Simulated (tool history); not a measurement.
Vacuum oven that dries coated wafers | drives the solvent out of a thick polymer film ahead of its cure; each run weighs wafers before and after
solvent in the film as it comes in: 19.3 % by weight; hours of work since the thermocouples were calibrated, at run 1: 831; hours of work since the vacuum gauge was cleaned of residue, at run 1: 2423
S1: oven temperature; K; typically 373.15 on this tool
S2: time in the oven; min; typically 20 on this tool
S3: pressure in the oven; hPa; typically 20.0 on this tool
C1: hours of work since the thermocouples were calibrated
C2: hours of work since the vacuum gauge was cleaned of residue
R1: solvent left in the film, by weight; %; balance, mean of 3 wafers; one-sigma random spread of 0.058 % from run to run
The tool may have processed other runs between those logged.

| run | hour | S1 | S2 | S3 | C1 | C2 | R1 |
|---|---|---|---|---|---|---|---|
| 1 | 0.0 | 373.15 | 20 | 20.0 | 831 | 2423 | 3.43 |
| 2 | 80.4 | 373.15 | 20 | 20.0 | 890 | 2482 | 3.40 |
| 3 | 156.2 | 373.15 | 20 | 20.0 | 946 | 2538 | 3.48 |
| 4 | 272.6 | 373.15 | 20 | 20.0 | 1032 | 2624 | 3.58 |
| 5 | 338.7 | 361.15 | 20 | 20.0 | 1080 | 2672 | 7.14 |
| 6 | 450.3 | 373.15 | 20 | 20.0 | 1162 | 2754 | 3.54 |
| 7 | 538.7 | 373.15 | 20 | 36.2 | 1227 | 2820 | 5.29 |
|  | 558.2 | oven's thermocouples calibrated |
| 8 | 610.1 | 373.15 | 20 | 36.2 | 38 | 2871 | 5.10 |
| 9 | 711.9 | 373.15 | 20 | 36.2 | 113 | 2946 | 5.09 |
| 10 | 782.8 | 373.15 | 20 | 36.2 | 165 | 2998 | 5.19 |
| 11 | 879.8 | 386.15 | 20 | 36.2 | 237 | 3069 | 2.95 |
| 12 | 938.8 | 373.15 | 20 | 20.0 | 280 | 3112 | 3.42 |
| 13 | 1034.0 | 373.15 | 20 | 20.0 | 350 | 3182 | 3.66 |
| 14 | 1100.6 | 373.15 | 20 | 20.0 | 399 | 3231 | 3.65 |
| 15 | 1178.5 | 373.15 | 20 | 20.0 | 456 | 3289 | 3.55 |
| 16 | 1287.2 | 373.15 | 20 | 20.0 | 536 | 3369 | 3.51 |
| 17 | 1350.7 | 375.15 | 20 | 20.0 | 583 | 3416 | 3.23 |
| 18 | 1427.5 | 375.15 | 20 | 20.0 | 640 | 3472 | 3.29 |
|  | 1437.5 | vacuum gauge cleaned of residue and calibrated |
| 19 | 1493.5 | 373.15 | 20 | 20.0 | 687 | 41 | 3.15 |
| 20 | 1559.0 | 373.15 | 20 | 20.0 | 735 | 89 | 3.15 |
| 21 | 1654.9 | 373.15 | 20 | 20.0 | 806 | 160 | 3.23 |
| 22 | 1740.9 | 373.15 | 15 | 20.0 | 869 | 223 | 4.11 |
| 23 | 1847.7 | 361.15 | 26 | 14.8 | 948 | 302 | 4.95 |
| 24 | 1962.8 | 373.15 | 20 | 11.7 | 1032 | 387 | 2.34 |
| 25 | 2070.3 | 373.15 | 20 | 11.7 | 1112 | 466 | 2.38 |
| 26 | 2142.6 | 373.15 | 20 | 11.7 | 1165 | 519 | 2.53 |
| 27 | 2237.0 | 377.15 | 12 | 12.9 | 1234 | 588 | 3.29 |
|  | 2246.9 | oven's thermocouples calibrated |
| 28 | 2287.6 | 362.15 | 20 | 68.4 | 30 | 624 | 13.05 |
| 29 | 2351.7 | 362.15 | 20 | 68.4 | 77 | 671 | 12.98 |
| 30 | 2447.8 | 373.15 | 36 | 20.0 | 148 | 742 | 2.50 |
| 31 | 2503.1 | 384.15 | 20 | 18.0 | 188 | 783 | 1.58 |
| 32 | 2608.8 | 376.15 | 20 | 32.6 | 266 | 860 | 3.95 |
| 33 | 2684.1 | 376.15 | 20 | 32.6 | 322 | 916 | 3.88 |
| 34 | 2780.7 | 367.15 | 15 | 32.6 | 393 | 987 | 7.38 |
| 35 | 2838.0 | 387.15 | 15 | 14.4 | 435 | 1029 | 1.23 |
| 36 | 2922.2 | 375.15 | 14 | 10.1 | 497 | 1091 | 2.84 |
| 37 | 3023.7 | 375.15 | 14 | 10.1 | 572 | 1166 | 3.05 |
| 38 | 3138.8 | 375.15 | 14 | 10.1 | 656 | 1250 | 2.92 |
| 39 | 3228.9 | 375.15 | 31 | 10.1 | 722 | 1317 | 1.49 |
| 40 | 3325.0 | 375.15 | 31 | 10.1 | 793 | 1387 | 1.45 |
| 41 | 3390.7 | 375.15 | 31 | 10.1 | 842 | 1436 | 1.38 |
| 42 | 3496.5 | 375.15 | 31 | 10.1 | 919 | 1514 | 1.54 |
| 43 | 3593.8 | 380.15 | 27 | 10.7 | 991 | 1585 | 1.15 |
| 44 | 3685.5 | 363.15 | 20 | 35.0 | 1058 | 1653 | 8.48 |

Difference, measured minus no-hidden-state, one row per run. Run-to-run variation is common to both terms; the gauge's own scatter need not be:
Hidden conditions of the tool in this case: true wafer temperature over the reading, C; true pressure over the reading, kPa; drift of the gauge itself on solvent_pct, %.
| run | R1 |
|---|---|
| 1 | +0.51 |
| 2 | +0.53 |
| 3 | +0.54 |
| 4 | +0.58 |
| 5 | +0.85 |
| 6 | +0.61 |
| 7 | +0.69 |
| 8 | +0.53 |
| 9 | +0.56 |
| 10 | +0.59 |
| 11 | +0.38 |
| 12 | +0.60 |
| 13 | +0.64 |
| 14 | +0.66 |
| 15 | +0.67 |
| 16 | +0.70 |
| 17 | +0.66 |
| 18 | +0.70 |
| 19 | +0.19 |
| 20 | +0.20 |
| 21 | +0.22 |
| 22 | +0.32 |
| 23 | +0.42 |
| 24 | +0.27 |
| 25 | +0.30 |
| 26 | +0.33 |
| 27 | +0.41 |
| 28 | +0.31 |
| 29 | +0.35 |
| 30 | +0.17 |
| 31 | +0.14 |
| 32 | +0.24 |
| 33 | +0.26 |
| 34 | +0.43 |
| 35 | +0.16 |
| 36 | +0.33 |
| 37 | +0.37 |
| 38 | +0.40 |
| 39 | +0.28 |
| 40 | +0.30 |
| 41 | +0.31 |
| 42 | +0.34 |
| 43 | +0.28 |
| 44 | +0.85 |
